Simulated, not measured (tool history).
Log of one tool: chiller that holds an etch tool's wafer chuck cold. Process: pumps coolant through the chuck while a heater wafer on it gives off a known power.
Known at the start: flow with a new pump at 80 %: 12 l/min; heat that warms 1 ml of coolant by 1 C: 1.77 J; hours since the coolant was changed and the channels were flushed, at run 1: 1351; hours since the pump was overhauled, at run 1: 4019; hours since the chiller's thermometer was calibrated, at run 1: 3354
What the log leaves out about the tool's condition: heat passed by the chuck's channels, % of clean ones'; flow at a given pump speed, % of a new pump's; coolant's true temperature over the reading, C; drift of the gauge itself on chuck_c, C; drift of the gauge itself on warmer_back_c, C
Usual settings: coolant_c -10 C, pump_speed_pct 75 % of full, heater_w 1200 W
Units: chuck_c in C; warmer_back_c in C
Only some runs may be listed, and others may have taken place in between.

run	hour	coolant_c	pump_speed_pct	heater_w	hours since the coolant was changed and the channels were flushed	hours since the pump was overhauled	hours since the chiller's thermometer was calibrated	chuck_c	warmer_back_c
1	0.0	-10	75	1200	1351	4019	3354	0.0	4.23
# hour 185.5: coolant pump overhauled
2	207.5	-10	75	1200	1554	22	3556	-1.1	3.66
3	352.6	-10	75	1200	1699	167	3701	-1.1	3.66
4	551.5	-10	75	1200	1897	366	3900	-0.9	3.74
5	772.7	-10	75	1189	2119	587	4121	-0.7	3.69
6	993.0	-10	75	1189	2339	807	4342	-0.6	3.71
7	1106.1	-10	75	1189	2452	921	4455	-0.9	3.75
# hour 1169.3: chiller's thermometer calibrated
8	1229.5	-10	75	1189	2575	1043	60	0.1	3.77
9	1341.9	-10	75	1279	2687	1155	173	0.9	4.12
10	1530.3	-10	75	1331	2875	1344	361	1.3	4.30
11	1656.1	-10	75	1331	3001	1470	487	1.4	4.27
12	1794.0	-10	75	1331	3139	1608	625	1.4	4.28
13	1896.7	-10	75	806	3242	1710	727	-3.2	2.62
14	2118.1	-10	93	806	3463	1932	949	-4.1	2.03
15	2292.2	-10	93	806	3637	2106	1123	-3.9	2.04
# hour 2412.9: coolant changed, channels flushed
16	2431.1	-10	93	806	18	2239	1256	-4.8	2.08
17	2642.9	-10	75	1480	230	2450	1468	1.7	4.96
18	2740.3	-8	75	1200	327	2548	1565	1.5	4.00
19	2902.2	-8	75	1200	489	2710	1727	1.7	4.02
20	3013.8	-8	75	1200	601	2821	1838	1.6	4.03
21	3134.5	-8	75	1200	722	2942	1959	1.6	4.05
22	3337.1	-8	75	1200	924	3145	2162	1.7	4.11
23	3524.7	-13	75	1200	1112	3332	2349	-3.1	4.17
24	3670.4	-7	63	728	1258	3478	2495	-0.1	3.11
25	3797.9	-15	73	846	1385	3605	2623	-7.9	3.03
26	3956.1	-15	73	846	1543	3764	2781	-7.9	3.05
27	4139.7	-8	64	970	1727	3947	2964	1.3	4.16
28	4250.9	-19	67	1442	1838	4058	3076	-5.2	5.90
29	4354.5	-10	89	608	1942	4162	3179	-5.8	1.75
# hour 4391.5: coolant pump overhauled
30	4578.5	-10	89	608	2161	187	3398	-6.2	1.50
31	4777.8	-10	75	1468	2360	386	3598	1.6	4.57
32	4991.5	-14	75	1200	2574	600	3811	-4.5	3.73

The same runs without the tool's hidden state, with the same run-to-run variation:
run	chuck_c	warmer_back_c
1	-0.8	3.68
2	-1.0	3.68
3	-1.1	3.66
4	-1.0	3.71
5	-0.8	3.63
6	-0.8	3.61
7	-1.2	3.64
8	-0.9	3.64
9	-0.2	3.96
10	0.0	4.10
11	0.0	4.05
12	0.0	4.03
13	-4.0	2.47
14	-4.9	1.89
15	-4.7	1.89
16	-4.9	1.92
17	1.1	4.53
18	1.1	3.63
19	1.1	3.62
20	1.0	3.61
21	1.0	3.62
22	1.0	3.64
23	-3.9	3.67
24	-0.6	2.72
25	-8.5	2.63
26	-8.6	2.63
27	0.3	3.55
28	-6.9	5.03
29	-6.1	1.47
30	-6.0	1.49
31	1.1	4.49
32	-4.9	3.63
